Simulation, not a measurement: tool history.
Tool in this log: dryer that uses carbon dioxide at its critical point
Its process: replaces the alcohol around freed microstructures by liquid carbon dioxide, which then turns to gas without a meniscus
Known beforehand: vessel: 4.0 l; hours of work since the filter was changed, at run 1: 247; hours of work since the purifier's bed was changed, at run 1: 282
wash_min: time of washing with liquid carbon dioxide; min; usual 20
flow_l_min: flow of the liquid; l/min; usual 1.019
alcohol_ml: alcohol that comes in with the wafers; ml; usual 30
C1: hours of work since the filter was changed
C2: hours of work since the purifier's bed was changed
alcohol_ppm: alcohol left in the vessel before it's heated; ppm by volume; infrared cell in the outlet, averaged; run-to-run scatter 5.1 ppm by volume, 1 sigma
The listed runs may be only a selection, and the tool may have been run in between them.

Run 1, hour 0: usual settings; C1 247; C2 282. Result: alcohol_ppm 165 ppm by volume.
Run 2, hour 23.2: usual settings but wash_min 17 min; C1 254; C2 290. Result: alcohol_ppm 274 ppm by volume.
Run 3, hour 45.2: usual settings but wash_min 17 min; C1 262; C2 298. Result: alcohol_ppm 287 ppm by volume.
Run 4, hour 62.7: usual settings but wash_min 17 min; C1 268; C2 304. Result: alcohol_ppm 277 ppm by volume.
At hour 90: inlet filter changed.
Run 5, hour 90.6: usual settings but wash_min 17 min; C1 0; C2 313. Result: alcohol_ppm 172 ppm by volume.
Run 6, hour 117.7: usual settings but wash_min 13 min; C1 9; C2 322. Result: alcohol_ppm 352 ppm by volume.
Run 7, hour 139.8: usual settings but wash_min 13 min; C1 17; C2 329. Result: alcohol_ppm 362 ppm by volume.
Run 8, hour 172.3: usual settings but wash_min 13 min; C1 28; C2 340. Result: alcohol_ppm 375 ppm by volume.
Run 9, hour 205.8: usual settings but flow_l_min 1.63 l/min; C1 39; C2 351. Result: alcohol_ppm 73 ppm by volume.
Run 10, hour 222.6: usual settings but flow_l_min 1.63 l/min; C1 45; C2 357. Result: alcohol_ppm 70 ppm by volume.
Run 11, hour 239.1: usual settings but flow_l_min 1.63 l/min; C1 50; C2 363. Result: alcohol_ppm 80 ppm by volume.
Run 12, hour 256.7: usual settings but flow_l_min 1.63 l/min; C1 56; C2 368. Result: alcohol_ppm 75 ppm by volume.
Run 13, hour 289.4: usual settings but flow_l_min 1.63 l/min; C1 67; C2 380. Result: alcohol_ppm 87 ppm by volume.
Run 14, hour 318.7: usual settings but flow_l_min 1.63 l/min; C1 77; C2 389. Result: alcohol_ppm 76 ppm by volume.
Run 15, hour 349.5: usual settings but flow_l_min 1.63 l/min; C1 87; C2 400. Result: alcohol_ppm 79 ppm by volume.
Run 16, hour 375.5: usual settings but flow_l_min 1.63 l/min; C1 96; C2 408. Result: alcohol_ppm 83 ppm by volume.
Run 17, hour 390.8: usual settings but flow_l_min 1.63 l/min; C1 101; C2 414. Result: alcohol_ppm 82 ppm by volume.
Run 18, hour 417.5: usual settings but flow_l_min 1.63 l/min; C1 110; C2 423. Result: alcohol_ppm 89 ppm by volume.
Run 19, hour 437.1: usual settings but flow_l_min 1.24 l/min; C1 117; C2 429. Result: alcohol_ppm 103 ppm by volume.
Run 20, hour 468.4: usual settings but wash_min 26 min, flow_l_min 1.24 l/min; C1 127; C2 440. Result: alcohol_ppm 95 ppm by volume.
Run 21, hour 483.9: usual settings but wash_min 26 min, flow_l_min 1.24 l/min; C1 133; C2 445. Result: alcohol_ppm 92 ppm by volume.
Run 22, hour 501.7: usual settings but wash_min 26 min, flow_l_min 1.24 l/min; C1 139; C2 451. Result: alcohol_ppm 92 ppm by volume.
Run 23, hour 519.7: usual settings but wash_min 26 min, flow_l_min 1.24 l/min; C1 145; C2 457. Result: alcohol_ppm 98 ppm by volume.
Run 24, hour 535.6: usual settings but wash_min 26 min; C1 150; C2 462. Result: alcohol_ppm 99 ppm by volume.
Run 25, hour 567.7: usual settings but alcohol_ml 56 ml; C1 161; C2 473. Result: alcohol_ppm 249 ppm by volume.
Run 26, hour 596.1: usual settings but wash_min 17 min, flow_l_min 1.19 l/min, alcohol_ml 99 ml; C1 170; C2 483. Result: alcohol_ppm 399 ppm by volume.
Run 27, hour 612.6: usual settings but flow_l_min 0.85 l/min, alcohol_ml 22 ml; C1 176; C2 488. Result: alcohol_ppm 227 ppm by volume.
Run 28, hour 631.5: usual settings but wash_min 25 min, flow_l_min 0.65 l/min, alcohol_ml 33 ml; C1 182; C2 495. Result: alcohol_ppm 321 ppm by volume.
Run 29, hour 663.8: usual settings but wash_min 27 min, flow_l_min 1 l/min, alcohol_ml 69 ml; C1 193; C2 505. Result: alcohol_ppm 155 ppm by volume.
Run 30, hour 690.1: usual settings but wash_min 22 min, flow_l_min 0.69 l/min, alcohol_ml 41 ml; C1 202; C2 514. Result: alcohol_ppm 466 ppm by volume.

Predict the results of run 31:
Run 31, hour 706.5: usual settings but wash_min 16 min, flow_l_min 0.84 l/min, alcohol_ml 45 ml; C1 207; C2 520. Result: alcohol_ppm ?.

alcohol_ppm: 724 ppm by volume
The same run, on a tool lacking any hidden state, would have yielded alcohol_ppm 409 ppm by volume.
